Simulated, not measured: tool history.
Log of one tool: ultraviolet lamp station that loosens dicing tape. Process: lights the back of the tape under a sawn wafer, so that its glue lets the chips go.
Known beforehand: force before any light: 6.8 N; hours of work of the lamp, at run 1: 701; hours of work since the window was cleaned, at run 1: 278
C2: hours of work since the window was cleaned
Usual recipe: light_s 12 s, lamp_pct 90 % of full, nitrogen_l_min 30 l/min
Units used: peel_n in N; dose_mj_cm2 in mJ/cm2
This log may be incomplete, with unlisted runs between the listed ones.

Run 1, hour 0.0: usual settings; hours of work of the lamp 701; C2 278. Result: peel_n 0.595 N, dose_mj_cm2 498 mJ/cm2.
Run 2, hour 63.5: usual settings but light_s 22 s; hours of work of the lamp 746; C2 323. Result: peel_n 0.224 N, dose_mj_cm2 904 mJ/cm2.
Run 3, hour 104.4: usual settings but light_s 22 s; hours of work of the lamp 775; C2 352. Result: peel_n 0.235 N, dose_mj_cm2 892 mJ/cm2.
Run 4, hour 161.4: usual settings; hours of work of the lamp 815; C2 392. Result: peel_n 0.587 N, dose_mj_cm2 488 mJ/cm2.
Run 5, hour 209.5: usual settings; hours of work of the lamp 849; C2 426. Result: peel_n 0.572 N, dose_mj_cm2 492 mJ/cm2.
Run 6, hour 259.3: usual settings but nitrogen_l_min 11 l/min; hours of work of the lamp 884; C2 461. Result: peel_n 1.116 N, dose_mj_cm2 489 mJ/cm2.
At hour 264.5: window cleaned of glue's vapour.
Run 7, hour 306.6: usual settings but nitrogen_l_min 11 l/min; hours of work of the lamp 917; C2 30. Result: peel_n 1.115 N, dose_mj_cm2 496 mJ/cm2.
Run 8, hour 352.9: usual settings; hours of work of the lamp 950; C2 62. Result: peel_n 0.590 N, dose_mj_cm2 494 mJ/cm2.
Run 9, hour 412.7: usual settings; hours of work of the lamp 992; C2 105. Result: peel_n 0.605 N, dose_mj_cm2 491 mJ/cm2.
Run 10, hour 454.2: usual settings; hours of work of the lamp 1022; C2 134. Result: peel_n 0.551 N, dose_mj_cm2 488 mJ/cm2.
Run 11, hour 511.3: usual settings but nitrogen_l_min 15 l/min; hours of work of the lamp 1062; C2 174. Result: peel_n 0.878 N, dose_mj_cm2 489 mJ/cm2.
Run 12, hour 573.7: usual settings but nitrogen_l_min 15 l/min; hours of work of the lamp 1106; C2 218. Result: peel_n 0.871 N, dose_mj_cm2 489 mJ/cm2.
Run 13, hour 655.4: usual settings but light_s 8 s, nitrogen_l_min 15 l/min; hours of work of the lamp 1164; C2 276. Result: peel_n 1.672 N, dose_mj_cm2 329 mJ/cm2.
Run 14, hour 732.8: usual settings; hours of work of the lamp 1218; C2 331. Result: peel_n 0.594 N, dose_mj_cm2 486 mJ/cm2.
Run 15, hour 805.7: usual settings; hours of work of the lamp 1270; C2 382. Result: peel_n 0.582 N, dose_mj_cm2 493 mJ/cm2.
Run 16, hour 845.9: usual settings but light_s 20 s, lamp_pct 61 % of full; hours of work of the lamp 1298; C2 410. Result: peel_n 0.463 N, dose_mj_cm2 551 mJ/cm2.
Run 17, hour 904.0: usual settings but light_s 13 s, lamp_pct 82 % of full, nitrogen_l_min 14 l/min; hours of work of the lamp 1339; C2 451. Result: peel_n 0.964 N, dose_mj_cm2 479 mJ/cm2.
At hour 924.5: window cleaned of glue's vapour.
Run 18, hour 957.2: usual settings but light_s 13 s, lamp_pct 82 % of full, nitrogen_l_min 14 l/min; hours of work of the lamp 1376; C2 23. Result: peel_n 0.992 N, dose_mj_cm2 486 mJ/cm2.
Run 19, hour 1006.6: usual settings but light_s 10 s, nitrogen_l_min 36 l/min; hours of work of the lamp 1411; C2 58. Result: peel_n 0.725 N, dose_mj_cm2 410 mJ/cm2.
Run 20, hour 1051.8: usual settings but nitrogen_l_min 51 l/min; hours of work of the lamp 1443; C2 90. Result: peel_n 0.452 N, dose_mj_cm2 486 mJ/cm2.
Run 21, hour 1131.2: usual settings but light_s 7 s, lamp_pct 63 % of full, nitrogen_l_min 11 l/min; hours of work of the lamp 1499; C2 146. Result: peel_n 3.125 N, dose_mj_cm2 201 mJ/cm2.
Run 22, hour 1221.9: usual settings but light_s 7 s, lamp_pct 84 % of full, nitrogen_l_min 22 l/min; hours of work of the lamp 1563; C2 210. Result: peel_n 1.873 N, dose_mj_cm2 268 mJ/cm2.
At hour 1248.8: lamp changed.
Run 23, hour 1262.1: usual settings but light_s 7 s, lamp_pct 84 % of full, nitrogen_l_min 22 l/min; hours of work of the lamp 9; C2 238. Result: peel_n 1.867 N, dose_mj_cm2 267 mJ/cm2.
Run 24, hour 1342.6: usual settings but light_s 7 s, lamp_pct 84 % of full, nitrogen_l_min 22 l/min; hours of work of the lamp 66; C2 294. Result: peel_n 1.757 N, dose_mj_cm2 269 mJ/cm2.
Run 25, hour 1414.1: usual settings but light_s 7 s, lamp_pct 84 % of full, nitrogen_l_min 22 l/min; hours of work of the lamp 117; C2 345. Result: peel_n 1.856 N, dose_mj_cm2 270 mJ/cm2.
Run 26, hour 1456.5: usual settings but light_s 7 s, lamp_pct 76 % of full, nitrogen_l_min 22 l/min; hours of work of the lamp 147; C2 375. Result: peel_n 2.115 N, dose_mj_cm2 240 mJ/cm2.
Run 27, hour 1504.7: usual settings but light_s 15 s, lamp_pct 76 % of full, nitrogen_l_min 10 l/min; hours of work of the lamp 181; C2 409. Result: peel_n 1.075 N, dose_mj_cm2 522 mJ/cm2.
Run 28, hour 1559.7: usual settings but lamp_pct 85 % of full, nitrogen_l_min 42 l/min; hours of work of the lamp 219; C2 448. Result: peel_n 0.552 N, dose_mj_cm2 464 mJ/cm2.

Predict each of these 3 candidate next runs independently; none follows another, all start after run 28:
At hour 1585.3: window cleaned of glue's vapour.
Run A, hour 1600.5: usual settings but light_s 19 s, lamp_pct 85 % of full, nitrogen_l_min 17 l/min; hours of work of the lamp 248; C2 11. Result: peel_n ?, dose_mj_cm2 ?.
At hour 1585.3: window cleaned of glue's vapour.
Run B, hour 1600.5: usual settings but light_s 20 s, nitrogen_l_min 43 l/min; hours of work of the lamp 248; C2 11. Result: peel_n ?, dose_mj_cm2 ?.
At hour 1585.3: window cleaned of glue's vapour.
Run C, hour 1600.5: usual settings but lamp_pct 80 % of full, nitrogen_l_min 33 l/min; hours of work of the lamp 248; C2 11. Result: peel_n ?, dose_mj_cm2 ?.

run  peel_n  dose_mj_cm2
  A   0.412          735
  B   0.232          817
  C   0.670          436
Without the tool's unlogged condition, the same runs would have read:
run  peel_n  dose_mj_cm2
  A   0.411          736
  B   0.232          818
  C   0.668          436
